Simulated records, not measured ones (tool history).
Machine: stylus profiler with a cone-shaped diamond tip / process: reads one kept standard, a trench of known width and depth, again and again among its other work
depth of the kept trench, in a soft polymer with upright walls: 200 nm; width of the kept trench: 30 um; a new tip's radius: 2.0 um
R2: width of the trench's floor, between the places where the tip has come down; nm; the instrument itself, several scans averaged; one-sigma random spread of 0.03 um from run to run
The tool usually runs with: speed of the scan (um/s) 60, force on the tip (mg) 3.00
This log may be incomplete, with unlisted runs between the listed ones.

Run 1, day 0.000: usual settings. Result: depth of the trench (nm) 201.98, R2 27790 nm.
Run 2, day 1.700: usual settings. Result: depth of the trench (nm) 201.96, R2 27760 nm.
Run 3, day 3.088: usual settings. Result: depth of the trench (nm) 201.86, R2 27750 nm.
Run 4, day 4.962: usual settings. Result: depth of the trench (nm) 201.97, R2 27730 nm.
Run 5, day 6.638: usual settings but speed of the scan (um/s) 141. Result: depth of the trench (nm) 201.79, R2 27480 nm.
Run 6, day 8.017: usual settings. Result: depth of the trench (nm) 201.85, R2 27690 nm.
Run 7, day 9.433: usual settings. Result: depth of the trench (nm) 201.68, R2 27700 nm.
Run 8, day 11.133: usual settings. Result: depth of the trench (nm) 201.74, R2 27680 nm.
Run 9, day 12.558: usual settings but speed of the scan (um/s) 22. Result: depth of the trench (nm) 201.79, R2 27790 nm.
Run 10, day 14.238: usual settings but speed of the scan (um/s) 22. Result: depth of the trench (nm) 201.80, R2 27820 nm.
Run 11, day 15.292: usual settings but speed of the scan (um/s) 105. Result: depth of the trench (nm) 201.74, R2 27500 nm.
Run 12, day 17.196: usual settings but speed of the scan (um/s) 105. Result: depth of the trench (nm) 201.82, R2 27450 nm.
Run 13, day 18.354: usual settings but speed of the scan (um/s) 105. Result: depth of the trench (nm) 201.78, R2 27410 nm.
Run 14, day 20.117: usual settings but speed of the scan (um/s) 94. Result: depth of the trench (nm) 201.64, R2 27440 nm.
Run 15, day 21.796: usual settings but speed of the scan (um/s) 94. Result: depth of the trench (nm) 201.67, R2 27490 nm.
Run 16, day 23.696: usual settings but speed of the scan (um/s) 94. Result: depth of the trench (nm) 201.65, R2 27420 nm.
Run 17, day 25.267: usual settings but speed of the scan (um/s) 138, force on the tip (mg) 1.29. Result: depth of the trench (nm) 200.61, R2 27020 nm.
Run 18, day 26.475: usual settings but speed of the scan (um/s) 138, force on the tip (mg) 1.29. Result: depth of the trench (nm) 200.47, R2 27040 nm.
Run 19, day 28.962: usual settings but speed of the scan (um/s) 215, force on the tip (mg) 7.37. Result: depth of the trench (nm) 203.47, R2 27230 nm.
Run 20, day 30.121: usual settings but speed of the scan (um/s) 215, force on the tip (mg) 7.37. Result: depth of the trench (nm) 203.55, R2 27270 nm.
Run 21, day 32.058: usual settings but speed of the scan (um/s) 29, force on the tip (mg) 3.14. Result: depth of the trench (nm) 201.57, R2 27560 nm.
Run 22, day 34.558: usual settings but speed of the scan (um/s) 29, force on the tip (mg) 3.14. Result: depth of the trench (nm) 201.58, R2 27600 nm.
Run 23, day 35.667: usual settings but speed of the scan (um/s) 52, force on the tip (mg) 4.72. Result: depth of the trench (nm) 202.29, R2 27470 nm.
Run 24, day 36.875: usual settings but speed of the scan (um/s) 163, force on the tip (mg) 1.67. Result: depth of the trench (nm) 200.78, R2 26900 nm.
Run 25, day 38.075: usual settings but speed of the scan (um/s) 163, force on the tip (mg) 1.67. Result: depth of the trench (nm) 200.62, R2 26890 nm.
Run 26, day 40.121: usual settings but speed of the scan (um/s) 28. Result: depth of the trench (nm) 201.42, R2 27540 nm.
Run 27, day 42.142: usual settings but force on the tip (mg) 8.23. Result: depth of the trench (nm) 203.66, R2 27430 nm.
Run 28, day 43.700: usual settings but speed of the scan (um/s) 33, force on the tip (mg) 2.24. Result: depth of the trench (nm) 200.91, R2 27480 nm.
Run 29, day 44.917: usual settings but speed of the scan (um/s) 50, force on the tip (mg) 1.62. Result: depth of the trench (nm) 200.71, R2 27370 nm.
Run 30, day 47.150: usual settings but speed of the scan (um/s) 35, force on the tip (mg) 5.54. Result: depth of the trench (nm) 202.42, R2 27490 nm.
Run 31, day 48.417: usual settings but speed of the scan (um/s) 35, force on the tip (mg) 5.54. Result: depth of the trench (nm) 202.50, R2 27490 nm.

Forecast each of these 4 alternatives for the next run:
Run A, day 50.167: usual settings but speed of the scan (um/s) 39, force on the tip (mg) 4.89. Result: depth of the trench (nm) ?, R2 ?.
Run B, day 50.167: usual settings but speed of the scan (um/s) 56, force on the tip (mg) 3.32. Result: depth of the trench (nm) ?, R2 ?.
Run C, day 50.167: usual settings but speed of the scan (um/s) 98, force on the tip (mg) 5.36. Result: depth of the trench (nm) ?, R2 ?.
Run D, day 50.167: usual settings but speed of the scan (um/s) 130, force on the tip (mg) 4.16. Result: depth of the trench (nm) ?, R2 ?.

run  depth of the trench (nm)     R2
  A                    202.13  27400
  B                    201.53  27390
  C                    202.46  27330
  D                    201.84  27130
With no hidden state in the tool, these same runs would have given:
run  depth of the trench (nm)     R2
  A                    203.16  28110
  B                    202.56  28100
  C                    203.49  28040
  D                    202.86  27830
